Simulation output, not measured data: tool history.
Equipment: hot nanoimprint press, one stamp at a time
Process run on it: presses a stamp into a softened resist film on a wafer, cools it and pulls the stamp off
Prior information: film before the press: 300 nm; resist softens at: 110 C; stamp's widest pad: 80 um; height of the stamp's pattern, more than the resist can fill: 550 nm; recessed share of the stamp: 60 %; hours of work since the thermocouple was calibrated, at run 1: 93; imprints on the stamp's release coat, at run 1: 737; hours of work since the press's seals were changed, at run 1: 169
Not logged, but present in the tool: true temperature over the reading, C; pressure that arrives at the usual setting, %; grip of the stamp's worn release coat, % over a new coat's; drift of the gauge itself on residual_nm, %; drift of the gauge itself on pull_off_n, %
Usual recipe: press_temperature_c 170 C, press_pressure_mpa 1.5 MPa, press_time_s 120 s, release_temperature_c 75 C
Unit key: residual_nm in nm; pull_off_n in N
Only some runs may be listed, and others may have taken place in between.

run   hour  press_temperature_c  press_pressure_mpa  press_time_s  release_temperature_c  hours of work since the thermocouple was calibrated  imprints on the stamp's release coat  hours of work since the press's seals were changed  residual_nm  pull_off_n
  1      0                  170                 1.5           120                     75                                                   93                                   737                                                 169        145.5         173
  2   17.8                  170                 1.5           120                     75                                                  105                                   799                                                 181        145.7         167
  3   48.8                  170                1.22           120                     75                                                  127                                   908                                                 202        159.2         169
  4   76.7                  170                 1.5           120                     75                                                  146                                  1005                                                 221        144.9         168
  5   95.4                  168                 1.5           120                     75                                                  158                                  1071                                                 234        157.9         172
  6  112.8                  168                 1.5           120                     75                                                  170                                  1132                                                 246        158.1         171
  7  143.1                  170                1.28           120                     75                                                  191                                  1238                                                 267        157.5         162
  8  161.2                  170                1.28           120                     75                                                  203                                  1301                                                 279        157.4         170
  9  184.3                  170                1.28           120                     75                                                  219                                  1382                                                 295        156.8         166
 10  210.7                  170                1.28           120                     75                                                  237                                  1474                                                 313          157         169
     220.1  -- stamp cleaned and given a new release coat
 11  238.2                  170                 1.5           120                     75                                                  252                                    63                                                 328        146.8         170
 12  259.9                  170                 1.5           120                     75                                                  266                                   139                                                 342        145.3         169
 13  281.2                  170                 1.5           127                     75                                                  281                                   213                                                 357        143.2         170
 14  299.4                  170                 1.5           127                     75                                                  293                                   277                                                 369        142.5         171
 15  328.8                  170                 1.5           120                     75                                                  313                                   380                                                 389          145         166
 16  344.7                  170                 1.5           120                     75                                                  324                                   435                                                 400        146.1         169
 17  362.6                  173                 1.5           120                     75                                                  336                                   498                                                 412        127.6         170
 18  384.2                  181                 1.5           184                     75                                                  351                                   574                                                 427         79.2         174
 19    398                  162                1.15            73                     68                                                  361                                   622                                                 437        242.4         184
 20  424.6                  162                1.15            73                     68                                                  379                                   715                                                 455        241.1         193
 21    445                  162                1.15            73                     68                                                  393                                   787                                                 469        240.1         195
     463.7  -- plate thermocouple calibrated
 22  468.9                  161                 1.5           120                     70                                                    4                                   860                                                 483        205.9         192
 23  499.3                  161                 1.5           120                     70                                                   24                                   966                                                 504        204.9         190
 24  523.4                  161                 1.5           120                     70                                                   41                                  1051                                                 520        206.8         185
 25  538.1                  170                 1.5           224                     75                                                   51                                  1102                                                 530          116         167
 26  565.9                  168                0.93            62                     75                                                   70                                  1199                                                 549        224.7         167
 27  590.2                  170                2.05            96                     60                                                   86                                  1285                                                 566        134.9         225
 28    608                  171                 1.5           133                     75                                                   98                                  1347                                                 578        135.3         170
 29    624                  171                0.96            69                     75                                                  109                                  1403                                                 589        202.3         164
       655  -- stamp cleaned and given a new release coat
 30  659.2                  170                 1.5           120                     63                                                  129                                    15                                                 609          146         210

Below are 3 alternative next runs, each starting from the tool's condition after run 30. Predict each:
  A  679.6                  169                2.17           120                     70                                                  143                                    86                                                 622            ?           ?
  B  679.6                  170                1.14            80                     64                                                  143                                    86                                                 622            ?           ?
  C  679.6                  170                 1.5           235                     81                                                  143                                    86                                                 622            ?           ?

run  residual_nm  pull_off_n
  A        125.4         190
  B        187.3         207
  C        114.8         144
Without the tool's hidden state the same runs would have given:
run  residual_nm  pull_off_n
  A        125.3         190
  B        187.3         207
  C        114.7         144
